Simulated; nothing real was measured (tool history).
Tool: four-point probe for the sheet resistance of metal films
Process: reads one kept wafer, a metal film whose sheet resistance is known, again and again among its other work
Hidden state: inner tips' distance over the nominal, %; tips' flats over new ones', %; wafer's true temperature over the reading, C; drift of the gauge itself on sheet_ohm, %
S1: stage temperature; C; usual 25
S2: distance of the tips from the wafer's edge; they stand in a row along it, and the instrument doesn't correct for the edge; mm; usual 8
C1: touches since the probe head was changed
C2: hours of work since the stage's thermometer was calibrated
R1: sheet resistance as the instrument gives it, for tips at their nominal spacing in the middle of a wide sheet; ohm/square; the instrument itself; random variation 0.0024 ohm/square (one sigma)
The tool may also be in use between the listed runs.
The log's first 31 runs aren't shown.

run   hour  S1  S2     C1    C2         R1
 32  364.0  30   8  26819  2235  12.317717
 33  376.3  30   8  27144  2243  12.318778
 34  390.8  30   8  27531  2253  12.316692
 35  404.9  30   8  27902  2262  12.321054
 36  413.1  23  33  28120  2268  12.227512
 37  422.2  21  23  28361  2274  12.213780
 38  435.6  21  23  28716  2283  12.215597
 39  450.8  21  23  29119  2293  12.214261

Forecast each of these 5 alternatives for the next run:
  A  460.7  22  53  29383  2300   ?
  B  460.7  24   5  29383  2300   ?
  C  460.7  35  13  29383  2300   ?
  D  460.7  24  40  29383  2300   ?
  E  460.7  21  49  29383  2300   ?

run         R1
  A  12.222060
  B  12.300646
  C  12.349994
  D  12.240577
  E  12.208250
Without the tool's hidden state the same runs would have given:
run         R1
  A  12.112615
  B  12.190425
  C  12.238635
  D  12.130844
  E  12.098991

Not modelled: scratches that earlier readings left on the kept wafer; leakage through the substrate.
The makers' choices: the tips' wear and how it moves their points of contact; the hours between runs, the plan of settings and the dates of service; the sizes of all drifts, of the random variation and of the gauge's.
